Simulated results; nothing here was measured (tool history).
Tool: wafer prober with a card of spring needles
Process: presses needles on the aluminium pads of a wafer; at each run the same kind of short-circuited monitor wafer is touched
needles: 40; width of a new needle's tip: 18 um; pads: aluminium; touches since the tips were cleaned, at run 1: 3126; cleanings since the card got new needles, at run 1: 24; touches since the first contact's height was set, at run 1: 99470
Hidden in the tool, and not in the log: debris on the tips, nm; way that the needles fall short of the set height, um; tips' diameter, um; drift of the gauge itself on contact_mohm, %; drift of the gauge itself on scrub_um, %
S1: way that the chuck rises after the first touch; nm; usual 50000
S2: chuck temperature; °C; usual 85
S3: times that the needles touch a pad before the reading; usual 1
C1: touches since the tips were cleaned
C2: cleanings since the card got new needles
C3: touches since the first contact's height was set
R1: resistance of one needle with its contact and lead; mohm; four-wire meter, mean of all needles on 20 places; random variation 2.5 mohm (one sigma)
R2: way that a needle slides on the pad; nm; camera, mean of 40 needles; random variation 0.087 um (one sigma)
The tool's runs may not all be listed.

run,hour,S1,S2,S3,C1,C2,C3,R1,R2
1,0,50000,85,1,3126,24,99470,325,9310
# hour 2: tips cleaned on abrasive film
2,9.5,50000,85,1,1802,25,101725,348,9070
# hour 17.2: tips cleaned on abrasive film
3,20.1,50000,85,1,687,26,104237,309,8970
# hour 32.3: tips cleaned on abrasive film
4,40.8,50000,85,1,2043,27,109195,320,9010
# hour 47.5: tips cleaned on abrasive film
5,52.9,50000,85,1,1316,28,112073,312,9040
# hour 63.5: tips cleaned on abrasive film
# hour 69.5: tips cleaned on abrasive film, once more
6,71.7,50000,85,1,526,30,116532,304,9150
# hour 85.5: tips cleaned on abrasive film
7,90.9,58000,85,1,1278,31,121099,301,10540
# hour 100.9: tips cleaned on abrasive film
8,104.1,58000,85,1,766,32,124244,302,10400
9,113.5,58000,85,1,3027,32,126505,312,10510
# hour 116.3: tips cleaned on abrasive film
10,128.1,50000,85,1,2818,33,129979,325,9000
# hour 131.2: tips cleaned on abrasive film
11,143.8,50000,85,1,3031,34,133729,329,9030
# hour 147.2: tips cleaned on abrasive film
# hour 162.4: tips cleaned on abrasive film
12,165.2,50000,25,1,683,36,138817,292,8870
# hour 177.9: tips cleaned on abrasive film
13,184.8,55000,85,1,1670,37,143495,312,9850
# hour 192.8: tips cleaned on abrasive film
14,200.3,50000,85,1,1791,38,147179,319,8900
# hour 208.2: tips cleaned on abrasive film
15,221.1,50000,85,1,3082,39,152139,326,8680
# hour 223.3: tips cleaned on abrasive film
# hour 239.1: tips cleaned on abrasive film
16,239.3,69000,85,1,41,41,156463,295,12480
# hour 254.2: tips cleaned on abrasive film
17,261.3,50000,35,2,1696,42,161706,295,8690
# hour 270.5: tips cleaned on abrasive film
18,278.8,35000,75,2,1990,43,165899,334,5840
# hour 285.6: tips cleaned on abrasive film
# hour 300.5: tips cleaned on abrasive film
19,300.5,50000,31,2,0,45,171039,280,8810
# hour 316.4: tips cleaned on abrasive film
20,319.6,50000,31,2,751,46,175593,285,8490
# hour 331.9: tips cleaned on abrasive film
21,333.8,50000,78,1,448,47,178988,305,8720
22,343.7,50000,71,1,2827,47,181367,326,8630
# hour 347.8: tips cleaned on abrasive film
23,359.2,32000,90,1,2718,48,185044,393,5100
# hour 363.3: tips cleaned on abrasive film
24,370.9,65000,85,2,1830,49,187839,301,11480
# hour 379.7: tips cleaned on abrasive film
25,386.1,65000,85,2,1529,50,191461,295,11540
# hour 395.9: tips cleaned on abrasive film
26,402.6,65000,85,2,1609,51,195391,299,11440
# hour 411.5: tips cleaned on abrasive film
27,419.6,65000,85,2,1933,52,199444,302,11480
# hour 426.7: tips cleaned on abrasive film
28,441.3,69000,35,2,3483,53,204616,287,12250
# hour 443: tips cleaned on abrasive film
# hour 459.3: tips cleaned on abrasive film
29,462.5,35000,36,2,769,55,209671,308,5430
30,471.7,35000,36,2,2956,55,211858,340,5550
# hour 474.7: tips cleaned on abrasive film
# hour 479.6: height of the first contact set anew
# hour 491.4: tips cleaned on abrasive film
31,493.9,40000,31,2,605,57,3405,289,7680

Forecast each of these 5 alternatives for the next run:
# hour 506.8: tips cleaned on abrasive film
A,511.2,50000,85,1,1050,58,7526,?,?
# hour 506.8: tips cleaned on abrasive film
B,511.2,40000,57,2,1050,58,7526,?,?
# hour 506.8: tips cleaned on abrasive film
C,511.2,36000,103,2,1050,58,7526,?,?
# hour 506.8: tips cleaned on abrasive film
D,511.2,52000,31,1,1050,58,7526,?,?
# hour 506.8: tips cleaned on abrasive film
E,511.2,33000,31,1,1050,58,7526,?,?

run,R1,R2
A,307,9590
B,298,7750
C,324,6960
D,292,9990
E,323,6290
Without the tool's hidden state the same runs would have given:
run,R1,R2
A,292,9630
B,284,7790
C,307,7000
D,277,10030
E,289,6330
